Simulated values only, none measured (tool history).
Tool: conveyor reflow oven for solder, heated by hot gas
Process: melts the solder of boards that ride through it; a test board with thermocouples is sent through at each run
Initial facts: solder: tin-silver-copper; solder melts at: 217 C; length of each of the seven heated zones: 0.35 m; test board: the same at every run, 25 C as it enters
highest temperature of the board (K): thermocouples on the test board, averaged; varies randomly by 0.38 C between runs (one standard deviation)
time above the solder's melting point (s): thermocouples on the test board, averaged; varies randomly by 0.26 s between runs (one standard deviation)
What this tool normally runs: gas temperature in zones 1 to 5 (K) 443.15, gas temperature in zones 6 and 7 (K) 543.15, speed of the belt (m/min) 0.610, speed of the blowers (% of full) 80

| run | day | gas temperature in zones 1 to 5 (K) | gas temperature in zones 6 and 7 (K) | speed of the belt (m/min) | speed of the blowers (% of full) | highest temperature of the board (K) | time above the solder's melting point (s) |
|---|---|---|---|---|---|---|---|
| 1 | 0.000 | 443.15 | 543.15 | 0.610 | 80 | 528.35 | 52.7 |
| 2 | 0.362 | 433.15 | 543.15 | 0.610 | 80 | 526.35 | 49.0 |
| 3 | 0.988 | 443.15 | 550.15 | 0.610 | 80 | 534.45 | 55.6 |
| 4 | 1.392 | 443.15 | 550.15 | 0.610 | 80 | 534.85 | 55.8 |
| 5 | 1.912 | 443.15 | 543.15 | 0.610 | 80 | 528.65 | 52.8 |
| 6 | 2.350 | 443.15 | 543.15 | 0.610 | 80 | 527.55 | 52.8 |
|  | 2.958 | flux residue cleaned out of gas plates and filters |
| 7 | 3.071 | 443.15 | 543.15 | 0.610 | 80 | 528.35 | 52.1 |
| 8 | 3.488 | 443.15 | 543.15 | 0.610 | 80 | 528.75 | 52.9 |
| 9 | 4.012 | 443.15 | 543.15 | 0.610 | 80 | 528.35 | 52.7 |
| 10 | 4.517 | 453.15 | 543.15 | 0.610 | 80 | 529.75 | 56.3 |
| 11 | 5.154 | 443.15 | 543.15 | 0.610 | 80 | 528.05 | 52.2 |
| 12 | 5.554 | 443.15 | 543.15 | 0.610 | 80 | 528.25 | 52.4 |
| 13 | 6.008 | 443.15 | 543.15 | 0.610 | 80 | 528.05 | 52.3 |
| 14 | 6.379 | 443.15 | 543.15 | 0.610 | 80 | 528.65 | 52.2 |
| 15 | 6.992 | 443.15 | 543.15 | 0.610 | 80 | 528.55 | 52.6 |
| 16 | 7.371 | 443.15 | 543.15 | 0.610 | 90 | 530.25 | 53.9 |
| 17 | 7.958 | 443.15 | 552.15 | 0.610 | 76 | 535.45 | 56.0 |
| 18 | 8.408 | 443.15 | 552.15 | 0.610 | 55 | 529.35 | 51.6 |
| 19 | 9.075 | 443.15 | 537.15 | 0.610 | 80 | 522.45 | 48.8 |
| 20 | 9.404 | 443.15 | 543.15 | 0.687 | 80 | 524.55 | 43.6 |
| 21 | 10.142 | 429.15 | 540.15 | 0.520 | 60 | 523.65 | 53.9 |
| 22 | 10.838 | 443.15 | 543.15 | 0.645 | 80 | 526.65 | 48.4 |
| 23 | 11.312 | 451.15 | 548.15 | 0.610 | 80 | 533.85 | 58.3 |
| 24 | 11.896 | 451.15 | 548.15 | 0.610 | 80 | 533.85 | 57.9 |
| 25 | 12.475 | 451.15 | 548.15 | 0.610 | 80 | 534.35 | 57.9 |
| 26 | 13.062 | 458.15 | 537.15 | 0.610 | 80 | 525.45 | 56.1 |
| 27 | 13.733 | 458.15 | 537.15 | 0.610 | 88 | 526.25 | 56.8 |
| 28 | 14.096 | 458.15 | 537.15 | 0.610 | 88 | 526.45 | 56.9 |
| 29 | 14.588 | 443.15 | 539.15 | 0.658 | 80 | 522.35 | 45.1 |
| 30 | 15.254 | 443.15 | 539.15 | 0.673 | 67 | 518.25 | 39.9 |
| 31 | 15.688 | 443.15 | 546.15 | 0.610 | 80 | 531.25 | 54.4 |

What if the next run were any one of these 4? Each begins from the tool's condition after run 31:
| A | 16.454 | 443.15 | 546.15 | 0.658 | 80 | ? | ? |
| B | 16.454 | 443.15 | 553.15 | 0.610 | 80 | ? | ? |
| C | 16.454 | 443.15 | 546.15 | 0.599 | 80 | ? | ? |
| D | 16.454 | 443.15 | 546.15 | 0.682 | 76 | ? | ? |

| run | highest temperature of the board (K) | time above the solder's melting point (s) |
|---|---|---|
| A | 528.75 | 48.6 |
| B | 537.75 | 56.8 |
| C | 532.45 | 55.1 |
| D | 527.15 | 44.7 |
Without the tool's hidden state the same runs would have given:
| run | highest temperature of the board (K) | time above the solder's melting point (s) |
|---|---|---|
| A | 528.75 | 48.6 |
| B | 537.75 | 56.8 |
| C | 532.35 | 55.0 |
| D | 527.15 | 44.7 |

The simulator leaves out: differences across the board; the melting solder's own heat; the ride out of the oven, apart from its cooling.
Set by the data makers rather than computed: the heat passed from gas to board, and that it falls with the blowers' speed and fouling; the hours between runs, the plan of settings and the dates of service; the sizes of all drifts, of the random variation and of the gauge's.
